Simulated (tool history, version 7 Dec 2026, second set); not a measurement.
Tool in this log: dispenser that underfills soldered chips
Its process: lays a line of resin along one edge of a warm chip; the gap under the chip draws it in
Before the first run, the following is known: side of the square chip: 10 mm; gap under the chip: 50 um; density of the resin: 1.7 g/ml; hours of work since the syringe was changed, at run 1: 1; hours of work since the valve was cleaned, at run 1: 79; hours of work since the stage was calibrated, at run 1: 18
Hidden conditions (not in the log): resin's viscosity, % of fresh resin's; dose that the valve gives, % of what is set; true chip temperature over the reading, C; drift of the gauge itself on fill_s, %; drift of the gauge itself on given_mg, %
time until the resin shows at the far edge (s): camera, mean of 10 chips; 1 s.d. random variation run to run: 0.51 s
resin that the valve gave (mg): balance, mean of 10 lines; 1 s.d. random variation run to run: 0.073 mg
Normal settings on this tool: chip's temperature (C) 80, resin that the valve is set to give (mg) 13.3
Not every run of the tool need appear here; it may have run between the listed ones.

run    day  chip's temperature (C)  resin that the valve is set to give (mg)  hours of work since the syringe was changed  hours of work since the valve was cleaned  hours of work since the stage was calibrated  time until the resin shows at the far edge (s)  resin that the valve gave (mg)
  1      0                      80                                      13.3                                            1                                         79                                            18                                            43.3                            12.4
     0.312  -- new syringe of resin
  2  0.358                      80                                      13.3                                            1                                         85                                            25                                            44.5                           12.33
     0.654  -- new syringe of resin
  3  0.654                      80                                      12.3                                            0                                         90                                            30                                            42.4                           11.32
  4  0.858                      80                                      12.3                                            4                                         93                                            33                                            55.4                            11.4
         1  -- new syringe of resin
  5  1.175                      80                                      12.3                                            3                                         99                                            38                                            53.2                           11.18
      1.35  -- new syringe of resin
  6  1.371                      80                                      12.3                                            0                                        102                                            42                                            42.8                           11.28
  7  1.596                      80                                      12.3                                            4                                        106                                            46                                            57.7                           11.12
     1.688  -- new syringe of resin
  8  1.842                      80                                      12.3                                            3                                        110                                            50                                            52.1                           11.16
     2.025  -- new syringe of resin
  9  2.096                      81                                      16.6                                            1                                        114                                            54                                            42.5                            14.9
 10  2.279                      81                                      16.6                                            5                                        117                                            57                                            55.5                           14.99
     2.367  -- new syringe of resin
 11  2.479                      81                                      16.6                                            2                                        121                                            61                                            45.4                           14.82
     2.708  -- new syringe of resin
 12  2.775                      81                                      16.6                                            1                                        126                                            66                                            42.4                            14.8

Difference, measured minus no-hidden-state, one row per run. Run-to-run variation is common to both terms; the gauge's own scatter need not be:
run  time until the resin shows at the far edge (s)  resin that the valve gave (mg)
  1                                            +3.3                           -0.92
  2                                            +3.5                              -1
  3                                              +1                           -0.98
  4                                           +14.3                           -1.03
  5                                           +11.2                           -1.07
  6                                            +1.6                           -1.12
  7                                           +16.4                           -1.15
  8                                           +10.7                            -1.2
  9                                            +4.1                           -1.67
 10                                             +16                           -1.72
 11                                            +6.5                           -1.77
 12                                            +3.5                           -1.83
